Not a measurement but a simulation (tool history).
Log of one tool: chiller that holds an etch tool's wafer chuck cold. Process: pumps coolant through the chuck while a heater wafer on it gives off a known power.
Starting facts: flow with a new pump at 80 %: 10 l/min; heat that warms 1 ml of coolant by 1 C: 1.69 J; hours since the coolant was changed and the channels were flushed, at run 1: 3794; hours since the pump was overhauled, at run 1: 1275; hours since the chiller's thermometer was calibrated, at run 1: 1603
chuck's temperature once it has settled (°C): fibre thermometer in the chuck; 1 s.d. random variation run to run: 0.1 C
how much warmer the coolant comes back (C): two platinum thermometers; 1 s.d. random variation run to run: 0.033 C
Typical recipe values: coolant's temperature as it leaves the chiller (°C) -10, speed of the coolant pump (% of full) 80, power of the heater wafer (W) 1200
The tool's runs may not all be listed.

run   hour  coolant's temperature as it leaves the chiller (°C)  speed of the coolant pump (% of full)  power of the heater wafer (W)  hours since the coolant was changed and the channels were flushed  hours since the pump was overhauled  hours since the chiller's thermometer was calibrated  chuck's temperature once it has settled (°C)  how much warmer the coolant comes back (C)
  1    0.0                                                  -10                                     80                           1200                                                               3794                                 1275                                                  1603                                          -1.8                                        4.28
  2   38.6                                                  -10                                     61                           1200                                                               3833                                 1313                                                  1641                                          -0.1                                        5.58
  3   64.1                                                  -10                                     80                           1269                                                               3858                                 1339                                                  1667                                          -1.3                                        4.48
  4   96.4                                                  -10                                     65                           1200                                                               3891                                 1371                                                  1699                                          -0.7                                        5.25
  5  133.0                                                  -10                                     65                           1200                                                               3927                                 1408                                                  1736                                          -0.5                                        5.30
  6  169.5                                                  -10                                     80                           1200                                                               3964                                 1444                                                  1772                                          -2.0                                        4.31
  7  214.6                                                   -5                                     80                           1200                                                               4009                                 1489                                                  1817                                           3.1                                        4.34
  8  237.7                                                   -5                                     80                           1200                                                               4032                                 1512                                                  1840                                           3.3                                        4.38
  9  276.8                                                  -10                                     64                           1200                                                               4071                                 1551                                                  1880                                          -0.5                                        5.40
 10  304.6                                                  -10                                     95                           1200                                                               4099                                 1579                                                  1907                                          -2.6                                        3.71
 11  327.3                                                  -10                                     95                           1200                                                               4122                                 1602                                                  1930                                          -2.8                                        3.72
 12  347.9                                                  -10                                     95                           1200                                                               4142                                 1623                                                  1951                                          -2.6                                        3.73
 13  378.9                                                  -10                                     80                           1200                                                               4173                                 1654                                                  1982                                          -1.9                                        4.33
 14  407.1                                                  -10                                     86                           1200                                                               4201                                 1682                                                  2010                                          -2.2                                        4.11
 15  443.1                                                  -10                                     80                           1200                                                               4237                                 1718                                                  2046                                          -1.8                                        4.40
 16  485.6                                                  -10                                     80                           1200                                                               4280                                 1760                                                  2088                                          -1.7                                        4.43
 17  508.8                                                  -10                                     80                           1712                                                               4303                                 1783                                                  2112                                           1.7                                        6.29
 18  529.9                                                  -13                                     80                            862                                                               4324                                 1805                                                  2133                                          -7.1                                        3.28
 19  558.8                                                  -13                                     80                            862                                                               4353                                 1833                                                  2162                                          -7.2                                        3.27
 20  592.3                                                  -18                                     90                           1200                                                               4387                                 1867                                                  2195                                         -10.2                                        4.07
 21  628.0                                                  -18                                     90                           1200                                                               4422                                 1903                                                  2231                                         -10.2                                        4.00
 22  677.5                                                  -18                                     93                            944                                                               4472                                 1952                                                  2280                                         -12.1                                        3.18
 23  707.3                                                  -17                                     62                            944                                                               4502                                 1982                                                  2310                                          -9.5                                        4.48
 24  744.0                                                  -17                                     62                            944                                                               4538                                 2019                                                  2347                                          -9.4                                        4.46
 25  781.4                                                   -1                                     62                           1767                                                               4576                                 2056                                                  2384                                          13.0                                        8.35
 26  828.4                                                   -1                                     62                           1767                                                               4623                                 2103                                                  2431                                          13.3                                        8.28
     838.1  -- chiller's thermometer calibrated
 27  863.8                                                   -4                                     64                            633                                                               4657                                 2137                                                    26                                           1.0                                        3.07
 28  912.5                                                   -8                                     88                           1193                                                               4706                                 2186                                                    74                                          -0.4                                        4.18
 29  946.2                                                  -18                                     99                           1424                                                               4740                                 2220                                                   108                                          -9.5                                        4.40
 30  970.0                                                  -19                                     67                            663                                                               4763                                 2244                                                   132                                         -14.0                                        3.11
 31  994.9                                                  -10                                     80                           1621                                                               4788                                 2269                                                   157                                           1.1                                        6.03

For some of the steps in how much warmer the coolant comes back (C) from one run to the next: how much would appear even if the tool had no hidden state, given the settings, what came in and random variation, and how much remains for the hidden state plus any gauge scatter that the measured result and the result without hidden state don't share?
Unlogged tool condition in this case: heat passed by the chuck's channels, % of clean ones'; flow at a given pump speed, % of a new pump's; coolant's true temperature over the reading, C; drift of the gauge itself on chuck_c, C; drift of the gauge itself on warmer_back_c, C.
Run 1 -> 2: speed of the coolant pump (% of full) 80 -> 61. how much warmer the coolant comes back (C) +1.30: hidden state +0.02, all else +1.28.
Run 4 -> 5: no setting touched and nothing written in the log between the runs. how much warmer the coolant comes back (C) +0.05: hidden state +0.02, all else +0.03.
Run 16 -> 17: power of the heater wafer (W) 1200 -> 1712. how much warmer the coolant comes back (C) +1.86: hidden state +0.02, all else +1.84.
Run 17 -> 18: coolant's temperature as it leaves the chiller (°C) -10 -> -13, power of the heater wafer (W) 1712 -> 862. how much warmer the coolant comes back (C) -3.01: hidden state -0.01, all else -3.00.
Run 24 -> 25: coolant's temperature as it leaves the chiller (°C) -17 -> -1, power of the heater wafer (W) 944 -> 1767. how much warmer the coolant comes back (C) +3.89: hidden state +0.01, all else +3.88.
Run 26 -> 27: coolant's temperature as it leaves the chiller (°C) -1 -> -4, speed of the coolant pump (% of full) 62 -> 64, power of the heater wafer (W) 1767 -> 633, chiller's thermometer calibrated. how much warmer the coolant comes back (C) -5.21: hidden state +0.02, all else -5.23.

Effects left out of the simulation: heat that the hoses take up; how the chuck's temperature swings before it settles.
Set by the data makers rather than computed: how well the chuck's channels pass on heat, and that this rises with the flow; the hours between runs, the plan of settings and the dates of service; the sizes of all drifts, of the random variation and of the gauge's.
